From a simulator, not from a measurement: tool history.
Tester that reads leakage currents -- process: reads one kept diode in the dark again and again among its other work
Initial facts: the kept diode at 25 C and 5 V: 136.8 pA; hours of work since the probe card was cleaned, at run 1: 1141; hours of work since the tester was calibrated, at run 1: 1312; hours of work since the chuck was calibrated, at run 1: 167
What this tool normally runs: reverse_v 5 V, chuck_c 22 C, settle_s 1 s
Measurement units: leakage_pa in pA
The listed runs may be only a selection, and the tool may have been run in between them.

run,hour,reverse_v,chuck_c,settle_s,hours of work since the probe card was cleaned,hours of work since the tester was calibrated,hours of work since the chuck was calibrated,leakage_pa
1,0,5,22,1,1141,1312,167,110.02
2,27.6,4.82,22,1,1163,1333,189,107.56
3,60.9,4.82,22,1,1189,1360,215,108.35
4,88.1,4.82,22,1,1211,1381,237,108.37
5,120.9,5,22,1,1236,1407,263,110.37
6,155.6,5,22,1,1264,1435,290,110.58
7,192.3,5,22,8.87,1293,1464,319,108.45
8,213.5,5,22,0.38,1310,1480,336,113.1
9,234.9,5,22,1,1327,1497,353,110.21
10,253.5,5,22,1,1341,1512,368,110.78
11,280.5,5,22,1,1363,1533,389,110.25
12,317,5,37,1,1392,1562,418,330.32
13,336.8,17.37,22,1,1407,1578,434,232.86
14,374.3,17.37,22,1,1437,1608,463,232.31
15,408.8,17.37,22,1,1464,1635,491,231.61
16,438.5,12.8,55,0.31,1488,1658,514,1911.1
# hour 442.5: chuck's temperature calibrated
17,476.3,12.8,55,0.31,1516,1687,27,1926.28
18,503.5,14.85,41,0.78,1537,1708,48,829.65
19,530.7,14.85,41,0.78,1559,1730,70,828.79
20,568.9,14.85,27,0.38,1589,1760,100,315.02
21,589.8,4.15,20,0.4,1606,1776,116,86.73
22,615.5,4.15,20,0.4,1626,1797,137,86.98
23,652.5,7.23,22,1,1655,1826,166,137.85
24,689.4,5,22,0.47,1684,1855,195,112.77
25,717.9,19.93,26,0.43,1707,1878,218,351.09
26,742.1,3.56,36,4.23,1726,1897,237,252.66
27,760.6,8.02,43,5.79,1741,1912,252,656.34
28,794,8.02,43,5.79,1767,1938,278,660.93

Forecast each of these 5 alternatives for the next run:
A,818.7,1.56,22,4.6,1787,1957,297,?
B,818.7,8.02,31,0.6,1787,1957,297,?
C,818.7,5.6,22,0.41,1787,1957,297,?
D,818.7,8.02,40,3.48,1787,1957,297,?
E,818.7,1.44,43,5.79,1787,1957,297,?

run,leakage_pa
A,54.97
B,288.42
C,120.65
D,537.78
E,241.62
Without the tool's hidden state the same runs would have given:
run,leakage_pa
A,54.97
B,288.42
C,120.64
D,537.82
E,241.66
